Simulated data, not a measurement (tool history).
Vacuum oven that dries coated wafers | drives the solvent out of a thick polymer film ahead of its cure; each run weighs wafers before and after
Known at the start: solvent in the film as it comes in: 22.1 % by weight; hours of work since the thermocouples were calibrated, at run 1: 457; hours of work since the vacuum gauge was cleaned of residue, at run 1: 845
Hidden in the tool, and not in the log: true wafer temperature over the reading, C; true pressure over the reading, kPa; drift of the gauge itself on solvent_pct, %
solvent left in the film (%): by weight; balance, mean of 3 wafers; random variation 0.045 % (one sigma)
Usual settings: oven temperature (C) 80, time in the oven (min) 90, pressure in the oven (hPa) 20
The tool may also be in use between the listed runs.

run    hour  oven temperature (C)  time in the oven (min)  pressure in the oven (hPa)  hours of work since the thermocouples were calibrated  hours of work since the vacuum gauge was cleaned of residue  solvent left in the film (%)
  1       0                    80                      90                          20                                                    457                                                          845                          3.17
  2    76.5                    80                      90                          20                                                    516                                                          903                          3.23
  3   149.4                    80                      90                          20                                                    572                                                          959                          3.21
  4   205.1                    80                      90                          20                                                    614                                                         1002                          3.23
      241.2  -- oven's thermocouples calibrated
  5     251                    80                      90                          20                                                      7                                                         1035                          3.16
  6   293.4                    80                      90                          20                                                     40                                                         1068                          3.31
  7   354.5                    80                      90                          20                                                     87                                                         1115                          3.18
  8   415.7                    80                      90                        11.1                                                    134                                                         1162                          2.27
  9   453.5                    83                      90                          20                                                    163                                                         1191                          2.47
 10   535.9                    83                      90                          20                                                    226                                                         1254                          2.54
 11     612                    83                      90                          20                                                    284                                                         1312                          2.52
 12   678.7                    80                      90                          20                                                    335                                                         1363                          3.27
 13   725.1                    80                      90                          20                                                    371                                                         1399                           3.2
 14   792.1                    80                      71                          20                                                    422                                                         1450                          4.03
 15   839.3                    80                      71                          20                                                    458                                                         1486                          4.05
 16   877.1                    80                      71                          20                                                    487                                                         1515                          3.97
 17   928.1                    80                      71                          20                                                    526                                                         1554                          3.96
 18   978.9                    80                      49                          20                                                    565                                                         1593                          5.64
 19  1049.3                    80                      90                          20                                                    619                                                         1647                          3.14
     1080.1  -- oven's thermocouples calibrated
 20  1112.4                    80                      90                          20                                                     25                                                         1694                          3.19
 21  1158.8                    93                      90                          20                                                     60                                                         1729                          1.33
 22  1219.1                    78                      59                          16                                                    107                                                         1776                          5.26
 23  1275.6                    78                      64                          19                                                    150                                                         1819                          5.05
 24  1354.2                    81                      70                        11.2                                                    210                                                         1879                          2.84
 25  1400.5                    73                      46                        40.8                                                    245                                                         1914                         11.52
 26  1447.2                    73                      46                        40.8                                                    281                                                         1950                         11.44
 27  1507.6                    65                      91                        17.1                                                    327                                                         1996                           9.2
 28  1584.6                    65                      91                        17.1                                                    387                                                         2056                          9.27
 29    1641                    65                      91                        17.1                                                    430                                                         2099                          9.16
 30  1709.2                    72                     101                        17.1                                                    482                                                         2151                          5.27
 31  1768.8                    65                      90                          40                                                    528                                                         2197                         12.59
 32  1835.2                    75                      90                          20                                                    579                                                         2248                           4.9
 33  1910.9                    93                      61                          20                                                    636                                                         2306                          1.51
     1918.8  -- oven's thermocouples calibrated
 34  1971.8                    71                      82                        32.5                                                     41                                                         2351                          8.71
 35  2027.6                    71                      82                        32.5                                                     83                                                         2393                           8.8
 36    2078                    80                      51                        35.5                                                    122                                                         2432                          6.92
 37  2114.6                    80                      90                        16.5                                                    150                                                         2460                          2.79
 38  2182.3                    84                      90                        17.8                                                    202                                                         2512                          2.12
 39  2247.7                    82                      66                        15.3                                                    252                                                         2562                          3.13
 40  2329.2                    80                      90                        10.6                                                    314                                                         2624                          2.21
 41  2367.9                    83                      90                          18                                                    344                                                         2654                          2.29

How the hidden state differs across the entries between the runs, from the last listed run before each to the first after it:
Between runs 4 and 5: oven's thermocouples calibrated (hour 241.2)
  true wafer temperature over the reading, C: -0.02 -> 0
Between runs 19 and 20: oven's thermocouples calibrated (hour 1080.1)
  true wafer temperature over the reading, C: -0.03 -> 0.01; true pressure over the reading, kPa: 0.016 -> 0.017
Between runs 33 and 34: oven's thermocouples calibrated (hour 1918.8)
  true wafer temperature over the reading, C: -0.02 -> 0
